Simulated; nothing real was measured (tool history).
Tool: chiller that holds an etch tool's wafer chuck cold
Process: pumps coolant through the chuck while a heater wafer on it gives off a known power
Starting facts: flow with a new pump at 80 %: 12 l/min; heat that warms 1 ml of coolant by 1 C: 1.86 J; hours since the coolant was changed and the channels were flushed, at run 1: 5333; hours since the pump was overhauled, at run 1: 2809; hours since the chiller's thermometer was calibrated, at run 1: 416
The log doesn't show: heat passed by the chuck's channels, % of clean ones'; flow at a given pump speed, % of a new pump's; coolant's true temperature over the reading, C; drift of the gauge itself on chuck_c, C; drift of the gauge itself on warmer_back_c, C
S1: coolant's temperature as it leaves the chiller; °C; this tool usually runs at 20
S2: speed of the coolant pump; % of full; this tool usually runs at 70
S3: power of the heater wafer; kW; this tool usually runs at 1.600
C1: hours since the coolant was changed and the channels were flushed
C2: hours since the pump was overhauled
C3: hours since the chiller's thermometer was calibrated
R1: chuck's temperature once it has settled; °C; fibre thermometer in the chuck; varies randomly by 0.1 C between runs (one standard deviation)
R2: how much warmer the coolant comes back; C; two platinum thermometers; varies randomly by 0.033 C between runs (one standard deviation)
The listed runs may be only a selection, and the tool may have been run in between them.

run 1 day=0.000 | S1=20 S2=70 S3=1.600 | C1=5333 C2=2809 C3=416 | R1=37.8 R2=5.05
run 2 day=1.796 | S1=20 S2=70 S3=1.600 | C1=5376 C2=2852 C3=459 | R1=38.0 R2=5.04
run 3 day=4.925 | S1=20 S2=70 S3=1.600 | C1=5451 C2=2927 C3=534 | R1=38.1 R2=5.04
run 4 day=8.275 | S1=20 S2=78 S3=1.600 | C1=5532 C2=3007 C3=615 | R1=36.8 R2=4.48
run 5 day=11.729 | S1=20 S2=78 S3=1.600 | C1=5615 C2=3090 C3=698 | R1=36.9 R2=4.61
run 6 day=13.254 | S1=20 S2=70 S3=1.600 | C1=5651 C2=3127 C3=734 | R1=38.0 R2=5.06
run 7 day=15.083 | S1=20 S2=70 S3=1.600 | C1=5695 C2=3171 C3=778 | R1=38.0 R2=5.12
run 8 day=16.912 | S1=20 S2=70 S3=1.600 | C1=5739 C2=3215 C3=822 | R1=38.3 R2=5.05
run 9 day=19.338 | S1=20 S2=70 S3=1.600 | C1=5797 C2=3273 C3=880 | R1=38.3 R2=5.08
run 10 day=21.950 | S1=20 S2=70 S3=1.600 | C1=5860 C2=3336 C3=943 | R1=38.1 R2=5.11
run 11 day=24.846 | S1=20 S2=70 S3=1.600 | C1=5929 C2=3405 C3=1013 | R1=38.2 R2=5.11
run 12 day=28.279 | S1=25 S2=70 S3=1.600 | C1=6012 C2=3488 C3=1095 | R1=43.2 R2=5.08
run 13 day=30.150 | S1=25 S2=70 S3=1.600 | C1=6057 C2=3532 C3=1140 | R1=43.4 R2=5.10
run 14 day=32.317 | S1=20 S2=70 S3=1.600 | C1=6109 C2=3584 C3=1192 | R1=38.2 R2=5.08
run 15 day=34.779 | S1=20 S2=70 S3=1.600 | C1=6168 C2=3644 C3=1251 | R1=38.4 R2=5.07

Estimate the outcome of run 16 from the log above:
run 16 day=38.292 | S1=20 S2=70 S3=1.600 | C1=6252 C2=3728 C3=1335 | R1=? R2=?

R1: 38.5 °C
R2: 5.18 C
With the hidden condition absent and the run-to-run variation left alone, this run would have shown R1 35.8 °C, R2 4.95 C.
